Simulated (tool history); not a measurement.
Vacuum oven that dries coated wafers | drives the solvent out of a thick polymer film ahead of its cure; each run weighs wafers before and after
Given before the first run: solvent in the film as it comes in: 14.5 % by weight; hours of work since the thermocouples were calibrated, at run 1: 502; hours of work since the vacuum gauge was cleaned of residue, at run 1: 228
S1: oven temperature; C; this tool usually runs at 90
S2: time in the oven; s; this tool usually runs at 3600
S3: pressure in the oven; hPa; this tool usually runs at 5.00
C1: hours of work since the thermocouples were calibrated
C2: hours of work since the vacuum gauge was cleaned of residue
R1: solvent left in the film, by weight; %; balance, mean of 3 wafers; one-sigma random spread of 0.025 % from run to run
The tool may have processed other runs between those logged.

{"run": 1, "hour": 0.0, "S1": 90, "S2": 3600, "S3": 5.0, "C1": 502, "C2": 228, "R1": 2.5}
{"run": 2, "hour": 45.6, "S1": 90, "S2": 3600, "S3": 5.0, "C1": 521, "C2": 247, "R1": 2.55}
{"run": 3, "hour": 77.1, "S1": 90, "S2": 3300, "S3": 5.0, "C1": 534, "C2": 260, "R1": 2.87}
{"run": 4, "hour": 103.6, "S1": 90, "S2": 3600, "S3": 14.6, "C1": 545, "C2": 271, "R1": 3.02}
{"run": 5, "hour": 139.6, "S1": 90, "S2": 3600, "S3": 14.6, "C1": 560, "C2": 286, "R1": 3.02}
{"run": 6, "hour": 184.7, "S1": 90, "S2": 3600, "S3": 14.6, "C1": 579, "C2": 305, "R1": 3.02}
{"run": 7, "hour": 211.3, "S1": 90, "S2": 3600, "S3": 14.6, "C1": 590, "C2": 316, "R1": 3.01}
{"run": 8, "hour": 239.3, "S1": 90, "S2": 3600, "S3": 3.11, "C1": 602, "C2": 328, "R1": 2.43}
{"run": 9, "hour": 273.4, "S1": 90, "S2": 3600, "S3": 5.22, "C1": 616, "C2": 342, "R1": 2.57}
{"run": 10, "hour": 309.3, "S1": 90, "S2": 3600, "S3": 5.22, "C1": 631, "C2": 357, "R1": 2.53}
{"run": 11, "hour": 343.4, "S1": 90, "S2": 3600, "S3": 5.0, "C1": 645, "C2": 371, "R1": 2.54}
{"run": 12, "hour": 389.6, "S1": 90, "S2": 3600, "S3": 5.0, "C1": 664, "C2": 390, "R1": 2.54}
{"run": 13, "hour": 425.0, "S1": 90, "S2": 3600, "S3": 5.0, "C1": 679, "C2": 405, "R1": 2.54}
{"run": 14, "hour": 460.6, "S1": 90, "S2": 3600, "S3": 5.0, "C1": 694, "C2": 420, "R1": 2.58}
{"run": 15, "hour": 514.4, "S1": 90, "S2": 3600, "S3": 2.94, "C1": 716, "C2": 442, "R1": 2.49}
{"run": 16, "hour": 566.2, "S1": 90, "S2": 2820, "S3": 2.94, "C1": 738, "C2": 464, "R1": 3.44}
{"run": 17, "hour": 598.0, "S1": 90, "S2": 2820, "S3": 2.94, "C1": 751, "C2": 477, "R1": 3.37}
{"hour": 623.3, "done": "oven's thermocouples calibrated"}
{"run": 18, "hour": 633.4, "S1": 95, "S2": 3600, "S3": 5.0, "C1": 4, "C2": 491, "R1": 1.55}
{"run": 19, "hour": 680.8, "S1": 95, "S2": 3600, "S3": 5.0, "C1": 24, "C2": 511, "R1": 1.52}
{"run": 20, "hour": 730.1, "S1": 79, "S2": 3600, "S3": 5.0, "C1": 45, "C2": 531, "R1": 5.37}
{"run": 21, "hour": 777.6, "S1": 94, "S2": 5820, "S3": 6.87, "C1": 64, "C2": 551, "R1": 0.79}
{"hour": 797.2, "done": "oven's thermocouples calibrated, once more"}
{"run": 22, "hour": 828.6, "S1": 90, "S2": 3540, "S3": 5.0, "C1": 13, "C2": 572, "R1": 2.8}
{"run": 23, "hour": 871.4, "S1": 90, "S2": 2220, "S3": 5.0, "C1": 31, "C2": 589, "R1": 4.68}
{"run": 24, "hour": 913.8, "S1": 90, "S2": 2220, "S3": 5.0, "C1": 49, "C2": 607, "R1": 4.71}
{"run": 25, "hour": 945.3, "S1": 90, "S2": 2220, "S3": 5.0, "C1": 62, "C2": 620, "R1": 4.59}
{"run": 26, "hour": 984.1, "S1": 90, "S2": 2220, "S3": 5.0, "C1": 78, "C2": 636, "R1": 4.73}
{"run": 27, "hour": 1026.4, "S1": 90, "S2": 2220, "S3": 5.0, "C1": 96, "C2": 654, "R1": 4.67}
{"run": 28, "hour": 1059.7, "S1": 89, "S2": 3600, "S3": 12.33, "C1": 109, "C2": 668, "R1": 3.31}
{"run": 29, "hour": 1090.6, "S1": 89, "S2": 3600, "S3": 12.33, "C1": 122, "C2": 681, "R1": 3.38}
{"run": 30, "hour": 1123.3, "S1": 90, "S2": 3600, "S3": 4.57, "C1": 136, "C2": 694, "R1": 2.72}
{"run": 31, "hour": 1171.7, "S1": 94, "S2": 3840, "S3": 10.81, "C1": 156, "C2": 715, "R1": 1.94}
{"run": 32, "hour": 1222.1, "S1": 94, "S2": 3840, "S3": 10.81, "C1": 177, "C2": 736, "R1": 1.98}
{"run": 33, "hour": 1246.2, "S1": 90, "S2": 2460, "S3": 3.52, "C1": 187, "C2": 746, "R1": 4.2}
{"run": 34, "hour": 1279.9, "S1": 90, "S2": 5700, "S3": 9.41, "C1": 201, "C2": 760, "R1": 1.57}
{"run": 35, "hour": 1322.7, "S1": 90, "S2": 3300, "S3": 19.18, "C1": 219, "C2": 778, "R1": 3.74}
{"run": 36, "hour": 1358.5, "S1": 102, "S2": 3600, "S3": 3.05, "C1": 234, "C2": 792, "R1": 0.67}
{"run": 37, "hour": 1401.3, "S1": 83, "S2": 4500, "S3": 2.55, "C1": 252, "C2": 810, "R1": 3.5}
{"run": 38, "hour": 1436.3, "S1": 98, "S2": 2160, "S3": 5.0, "C1": 266, "C2": 825, "R1": 2.76}
{"run": 39, "hour": 1484.9, "S1": 84, "S2": 2160, "S3": 17.23, "C1": 287, "C2": 845, "R1": 6.88}
{"run": 40, "hour": 1529.9, "S1": 84, "S2": 2160, "S3": 17.23, "C1": 305, "C2": 864, "R1": 6.86}

Forecast each of these 4 alternatives for the next run:
{"run": "A", "hour": 1552.3, "S1": 80, "S2": 4800, "S3": 4.99, "C1": 315, "C2": 873, "R1": "?"}
{"run": "B", "hour": 1552.3, "S1": 84, "S2": 2880, "S3": 4.16, "C1": 315, "C2": 873, "R1": "?"}
{"run": "C", "hour": 1552.3, "S1": 90, "S2": 2760, "S3": 18.65, "C1": 315, "C2": 873, "R1": "?"}
{"run": "D", "hour": 1552.3, "S1": 81, "S2": 3600, "S3": 11.34, "C1": 315, "C2": 873, "R1": "?"}

run=A R1=4.18
run=B R1=5.13
run=C R1=4.40
run=D R1=5.51
With no hidden state in the tool, these same runs would have given:
run=A R1=3.93
run=B R1=4.92
run=C R1=4.20
run=D R1=5.28
